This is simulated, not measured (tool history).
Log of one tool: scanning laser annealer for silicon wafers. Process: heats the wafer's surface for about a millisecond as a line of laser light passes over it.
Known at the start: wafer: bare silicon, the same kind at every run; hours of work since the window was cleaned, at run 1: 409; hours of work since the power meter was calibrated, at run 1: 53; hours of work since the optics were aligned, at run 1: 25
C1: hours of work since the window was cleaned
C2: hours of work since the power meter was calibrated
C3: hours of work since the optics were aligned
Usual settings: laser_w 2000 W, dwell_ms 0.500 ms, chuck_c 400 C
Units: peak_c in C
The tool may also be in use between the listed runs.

run 1 day=0.000 | laser_w=2000 dwell_ms=0.500 chuck_c=400 | C1=409 C2=53 C3=25 | peak_c=1168
run 2 day=0.438 | laser_w=2191 dwell_ms=0.500 chuck_c=400 | C1=415 C2=59 C3=31 | peak_c=1263
run 3 day=0.962 | laser_w=2000 dwell_ms=0.500 chuck_c=400 | C1=422 C2=66 C3=39 | peak_c=1163
run 4 day=1.425 | laser_w=1852 dwell_ms=0.500 chuck_c=400 | C1=429 C2=72 C3=45 | peak_c=1092
run 5 day=1.725 | laser_w=1852 dwell_ms=0.500 chuck_c=400 | C1=433 C2=77 C3=49 | peak_c=1088
run 6 day=2.296 | laser_w=1852 dwell_ms=0.500 chuck_c=400 | C1=441 C2=85 C3=57 | peak_c=1087
run 7 day=3.012 | laser_w=1852 dwell_ms=0.500 chuck_c=400 | C1=451 C2=95 C3=67 | peak_c=1087
run 8 day=3.604 | laser_w=2000 dwell_ms=0.500 chuck_c=439 | C1=459 C2=103 C3=76 | peak_c=1202
run 9 day=4.246 | laser_w=2000 dwell_ms=0.500 chuck_c=406 | C1=468 C2=112 C3=85 | peak_c=1167
run 10 day=4.829 | laser_w=2121 dwell_ms=0.500 chuck_c=400 | C1=476 C2=120 C3=93 | peak_c=1219
run 11 day=5.233 | laser_w=2000 dwell_ms=0.500 chuck_c=400 | C1=482 C2=126 C3=98 | peak_c=1161
run 12 day=5.862 | laser_w=2000 dwell_ms=0.500 chuck_c=400 | C1=491 C2=134 C3=107 | peak_c=1159
run 13 day=6.158 | laser_w=2000 dwell_ms=0.500 chuck_c=404 | C1=495 C2=139 C3=111 | peak_c=1166
run 14 day=6.796 | laser_w=1929 dwell_ms=0.500 chuck_c=404 | C1=504 C2=148 C3=120 | peak_c=1128
run 15 day=7.242 | laser_w=2072 dwell_ms=0.500 chuck_c=400 | C1=510 C2=154 C3=126 | peak_c=1196
run 16 day=7.833 | laser_w=2072 dwell_ms=0.500 chuck_c=400 | C1=518 C2=162 C3=135 | peak_c=1193
run 17 day=8.488 | laser_w=1834 dwell_ms=0.500 chuck_c=400 | C1=527 C2=171 C3=144 | peak_c=1074
run 18 day=9.121 | laser_w=2000 dwell_ms=0.500 chuck_c=400 | C1=536 C2=180 C3=153 | peak_c=1159
run 19 day=9.567 | laser_w=2000 dwell_ms=0.500 chuck_c=400 | C1=542 C2=186 C3=159 | peak_c=1154
run 20 day=9.988 | laser_w=2000 dwell_ms=0.500 chuck_c=400 | C1=548 C2=192 C3=165 | peak_c=1153
run 21 day=10.662 | laser_w=2000 dwell_ms=0.500 chuck_c=400 | C1=558 C2=202 C3=174 | peak_c=1155
run 22 day=10.962 | laser_w=2119 dwell_ms=0.384 chuck_c=402 | C1=562 C2=206 C3=178 | peak_c=1130
run 23 day=11.562 | laser_w=1964 dwell_ms=0.529 chuck_c=366 | C1=570 C2=214 C3=187 | peak_c=1120
run 24 day=12.133 | laser_w=1964 dwell_ms=0.529 chuck_c=366 | C1=578 C2=222 C3=195 | peak_c=1121
run 25 day=12.583 | laser_w=1964 dwell_ms=0.529 chuck_c=366 | C1=584 C2=228 C3=201 | peak_c=1116
-- day=12.912 window over the wafer cleaned
run 26 day=13.367 | laser_w=1964 dwell_ms=0.529 chuck_c=366 | C1=6 C2=238 C3=211 | peak_c=1157
run 27 day=13.750 | laser_w=2127 dwell_ms=0.413 chuck_c=392 | C1=12 C2=243 C3=216 | peak_c=1183
run 28 day=14.392 | laser_w=2127 dwell_ms=0.493 chuck_c=416 | C1=21 C2=252 C3=225 | peak_c=1268
run 29 day=15.029 | laser_w=1719 dwell_ms=0.500 chuck_c=405 | C1=30 C2=261 C3=234 | peak_c=1053
run 30 day=15.642 | laser_w=1785 dwell_ms=0.498 chuck_c=423 | C1=38 C2=270 C3=243 | peak_c=1100
run 31 day=16.117 | laser_w=1909 dwell_ms=0.527 chuck_c=427 | C1=45 C2=277 C3=249 | peak_c=1187
run 32 day=16.646 | laser_w=1896 dwell_ms=0.527 chuck_c=439 | C1=52 C2=284 C3=257 | peak_c=1193
run 33 day=17.175 | laser_w=1896 dwell_ms=0.527 chuck_c=439 | C1=60 C2=291 C3=264 | peak_c=1189
run 34 day=17.888 | laser_w=1946 dwell_ms=0.527 chuck_c=439 | C1=69 C2=301 C3=274 | peak_c=1218
run 35 day=18.425 | laser_w=2035 dwell_ms=0.527 chuck_c=428 | C1=77 C2=309 C3=281 | peak_c=1253
run 36 day=18.767 | laser_w=2035 dwell_ms=0.527 chuck_c=428 | C1=82 C2=314 C3=286 | peak_c=1253
run 37 day=19.325 | laser_w=1919 dwell_ms=0.500 chuck_c=396 | C1=90 C2=321 C3=294 | peak_c=1141
run 38 day=19.929 | laser_w=2000 dwell_ms=0.539 chuck_c=420 | C1=98 C2=330 C3=302 | peak_c=1231
run 39 day=20.533 | laser_w=2000 dwell_ms=0.539 chuck_c=420 | C1=106 C2=338 C3=311 | peak_c=1232

4 ways to go on from here, each from the tool as it stands after run 39. What would each give?
run A day=20.912 | laser_w=1809 dwell_ms=0.376 chuck_c=405 | C1=112 C2=344 C3=316 | peak_c=?
run B day=20.912 | laser_w=1759 dwell_ms=0.549 chuck_c=420 | C1=112 C2=344 C3=316 | peak_c=?
run C day=20.912 | laser_w=1785 dwell_ms=0.446 chuck_c=427 | C1=112 C2=344 C3=316 | peak_c=?
run D day=20.912 | laser_w=2000 dwell_ms=0.583 chuck_c=420 | C1=112 C2=344 C3=316 | peak_c=?

run=A peak_c=1013
run=B peak_c=1109
run=C peak_c=1071
run=D peak_c=1259
Without the tool's hidden state the same runs would have given:
run=A peak_c=1025
run=B peak_c=1122
run=C peak_c=1083
run=D peak_c=1275
